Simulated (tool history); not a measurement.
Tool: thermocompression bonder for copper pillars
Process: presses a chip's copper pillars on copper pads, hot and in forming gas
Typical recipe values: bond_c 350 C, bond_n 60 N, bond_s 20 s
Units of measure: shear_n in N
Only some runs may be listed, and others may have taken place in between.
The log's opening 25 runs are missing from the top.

| run | hour | bond_c | bond_n | bond_s | shear_n |
|---|---|---|---|---|---|
| 26 | 636.9 | 334 | 41 | 37 | 65.0 |
| 27 | 670.4 | 334 | 41 | 37 | 65.3 |
| 28 | 702.7 | 351 | 50 | 44 | 86.9 |
| 29 | 734.6 | 351 | 50 | 44 | 88.4 |
|  | 743.9 | force cell calibrated, once more |
| 30 | 769.7 | 351 | 50 | 44 | 89.9 |
| 31 | 787.2 | 351 | 55 | 44 | 92.0 |
| 32 | 821.6 | 365 | 72 | 34 | 105.0 |
| 33 | 840.6 | 365 | 72 | 34 | 104.0 |
| 34 | 869.3 | 330 | 68 | 19 | 72.5 |
| 35 | 890.2 | 330 | 68 | 19 | 71.3 |
| 36 | 909.4 | 330 | 68 | 19 | 71.1 |
| 37 | 948.2 | 336 | 37 | 33 | 57.6 |
| 38 | 982.3 | 372 | 44 | 26 | 82.4 |
|  | 1011.7 | forming gas filter changed |
| 39 | 1017.1 | 366 | 52 | 20 | 87.2 |
| 40 | 1052.5 | 329 | 52 | 54 | 85.2 |
| 41 | 1090.6 | 366 | 41 | 54 | 93.4 |

Forecast each of these 3 alternatives for the next run:
| A | 1125.4 | 366 | 53 | 54 | ? |
| B | 1125.4 | 376 | 47 | 20 | ? |
| C | 1125.4 | 373 | 79 | 54 | ? |

| run | shear_n |
|---|---|
| A | 101.9 |
| B | 84.7 |
| C | 114.2 |
Take away the tool's hidden state, keep each run's random variation, and the runs would have read:
| run | shear_n |
|---|---|
| A | 105.6 |
| B | 89.0 |
| C | 116.5 |
